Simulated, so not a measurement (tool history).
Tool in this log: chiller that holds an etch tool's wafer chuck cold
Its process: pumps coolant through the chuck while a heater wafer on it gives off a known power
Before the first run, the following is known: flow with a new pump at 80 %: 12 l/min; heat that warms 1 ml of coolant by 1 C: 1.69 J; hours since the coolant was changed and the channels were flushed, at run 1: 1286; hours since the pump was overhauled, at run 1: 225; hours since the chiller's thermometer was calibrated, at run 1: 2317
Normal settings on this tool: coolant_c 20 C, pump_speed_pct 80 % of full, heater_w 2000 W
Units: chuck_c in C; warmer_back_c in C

run,day,coolant_c,pump_speed_pct,heater_w,hours since the coolant was changed and the channels were flushed,hours since the pump was overhauled,hours since the chiller's thermometer was calibrated,chuck_c,warmer_back_c
1,0,20,80,2000,1286,225,2317,42.6,5.98
2,1.171,20,80,2000,1314,253,2345,42.6,5.94
3,2.167,20,80,2000,1338,277,2369,42.5,5.98
4,3.1,20,80,1307,1361,300,2392,34.6,3.88
5,4.392,20,85,1307,1392,331,2423,33.8,3.68
6,5.625,20,80,2000,1421,360,2452,42.7,5.94
7,6.496,20,80,2000,1442,381,2473,42.7,5.98
8,7.75,20,80,2000,1472,411,2503,42.6,5.94
9,8.646,20,80,2000,1494,433,2525,42.6,5.97
10,9.888,20,80,2000,1523,463,2555,42.8,6
11,10.85,20,79,2000,1547,486,2578,42.8,6.08
12,12.083,20,79,2000,1576,515,2607,42.9,6.08
# day 12.383: coolant pump overhauled
13,13.267,20,79,2000,1600,21,2631,42.9,6.13
14,13.962,20,79,2000,1616,38,2647,43.1,6.11
# day 14.817: coolant pump overhauled, once more
15,15.192,20,79,2000,1641,9,2672,42.7,6.03
16,16.425,29,65,2666,1670,39,2702,65,9.89
17,17.696,11,92,1293,1701,69,2732,23.6,3.34
18,18.733,20,87,1137,1726,94,2757,31.7,3.09
19,20.038,20,87,1137,1757,125,2788,31.8,3.11
20,21.312,26,94,2882,1788,156,2819,54.7,7.2
21,22.55,20,86,2000,1817,186,2849,41.3,5.43
22,23.862,20,86,2000,1849,217,2880,41.2,5.52
23,25.05,11,67,2000,1877,246,2909,37.3,7.24
# day 26: chiller's thermometer calibrated
24,26.058,11,67,1178,1901,269,1,27,4.27
25,27.354,11,67,1178,1932,300,33,27.2,4.26
26,27.938,11,67,1178,1946,314,46,27.2,4.23
27,28.504,10,90,1413,1959,328,60,25.1,3.67
28,29.196,11,61,1017,1976,344,77,26.1,4.12
29,29.788,11,61,1017,1990,358,91,26.1,4.09
30,30.333,11,61,1017,2003,371,104,25.9,4.14

Alternative continuations, all from the tool just after run 30; predict every row:
A,30.929,11,76,1017,2017,386,118,?,?
B,30.929,26,80,2000,2017,386,118,?,?
C,30.929,26,66,1137,2017,386,118,?,?
D,30.929,11,61,1459,2017,386,118,?,?

run,chuck_c,warmer_back_c
A,23.7,3.24
B,49.5,6.01
C,41.8,4.21
D,32.6,5.85
With the hidden condition removed and each run's random variation left untouched, the same runs would have given:
run,chuck_c,warmer_back_c
A,22.9,3.21
B,48,5.95
C,40.8,4.17
D,31.3,5.79
